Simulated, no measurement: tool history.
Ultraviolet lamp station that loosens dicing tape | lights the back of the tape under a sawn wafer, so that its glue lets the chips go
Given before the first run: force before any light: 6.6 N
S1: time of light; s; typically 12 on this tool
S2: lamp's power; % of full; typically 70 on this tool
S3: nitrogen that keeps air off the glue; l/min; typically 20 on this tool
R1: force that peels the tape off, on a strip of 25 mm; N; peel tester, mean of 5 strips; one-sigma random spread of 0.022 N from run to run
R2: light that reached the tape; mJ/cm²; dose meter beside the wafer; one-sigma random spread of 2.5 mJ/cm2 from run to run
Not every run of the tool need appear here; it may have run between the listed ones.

run     day  S1  S2  S3     R1   R2
  1   0.000  12  70  20  1.451  245
  2   1.517  12  70  20  1.514  240
  3   3.204  12  70  20  1.550  235
  4   4.346  12  70  20  1.582  228
  5   6.179  12  70  20  1.552  227
  6   7.608  12  70  20  1.659  222
  7   9.362  19  70  20  0.874  341
  8  11.188  10  70  20  2.187  173
  9  12.296  10  70  20  2.181  170
 10  13.117  12  67  20  1.968  194
 11  14.675  12  67  20  2.003  193
 12  16.062  12  67  20  1.991  190
 13  17.200  12  70  20  1.954  189
 14  19.004  12  70   8  2.793  187
 15  20.758  12  70  18  2.147  182
 16  21.775  12  70  18  2.248  183
     23.029  -- window cleaned of glue's vapour
 17  23.292  12  70  18  2.330  167
 18  24.979  12  61  18  2.720  143
 19  26.075  12  61  18  2.826  143
 20  27.146   9  70  20  2.963  121
 21  28.771  20  70  20  1.346  259
 22  30.108  20  70  20  1.366  252
 23  30.954  20  70  20  1.409  251
     31.833  -- lamp changed
 24  32.696  18  93  22  0.414  502
     33.575  -- window cleaned of glue's vapour, once more
 25  33.700  11  93  15  0.956  350
 26  35.138  12  64   8  2.084  263
 27  36.946  12  82   7  1.662  329
 28  38.004  12  82   7  1.604  325
 29  38.929  13  64  16  1.409  271
 30  39.700  15  64   7  1.774  304
 31  41.358  18  98  27  0.314  554
 32  42.450   6  70   9  3.565  133
 33  43.525   9  73  20  1.892  198
 34  45.246  12  66  20  1.565  236
 35  46.854  12  66  20  1.548  233
 36  48.071  12  71   8  2.195  245
 37  49.621  12  71   8  2.175  236
 38  50.758  12  71   8  2.292  239
 39  51.521  12  79   9  1.918  259
 40  53.279  13  63  10  2.262  222
 41  54.450  13  63  10  2.261  217
 42  55.825  24  61  10  1.056  382
 43  57.521  12  61  10  2.684  182

Selected run-to-run steps in R1, each split into two signed amounts: the part the tool would show with no hidden state at all (from settings, incoming material and random variation), and the remainder, which goes to the hidden state together with any gauge scatter not common to the measured and the hidden-state-free results:
Unlogged tool condition in this case: lamp's light, % of a new lamp's; light that the window lets through, % of a clean one's; drift of the gauge itself on peel_n, %; drift of the gauge itself on dose_mj_cm2, %.
Run 7 -> 8: S1 19 -> 10. R1 +1.313 N: hidden state +0.375, all else +0.938.
Run 20 -> 21: S1 9 -> 20. R1 -1.617 N: hidden state -0.474, all else -1.143.
Run 23 -> 24: S1 20 -> 18, S2 70 -> 93, S3 20 -> 22, lamp changed. R1 -0.995 N: hidden state -0.888, all else -0.107.
Run 31 -> 32: S1 18 -> 6, S2 98 -> 70, S3 27 -> 9. R1 +3.251 N: hidden state +0.236, all else +3.015.
Run 32 -> 33: S1 6 -> 9, S2 70 -> 73, S3 9 -> 20. R1 -1.673 N: hidden state +0.027, all else -1.700.
Run 42 -> 43: S1 24 -> 12. R1 +1.628 N: hidden state +0.336, all else +1.292.

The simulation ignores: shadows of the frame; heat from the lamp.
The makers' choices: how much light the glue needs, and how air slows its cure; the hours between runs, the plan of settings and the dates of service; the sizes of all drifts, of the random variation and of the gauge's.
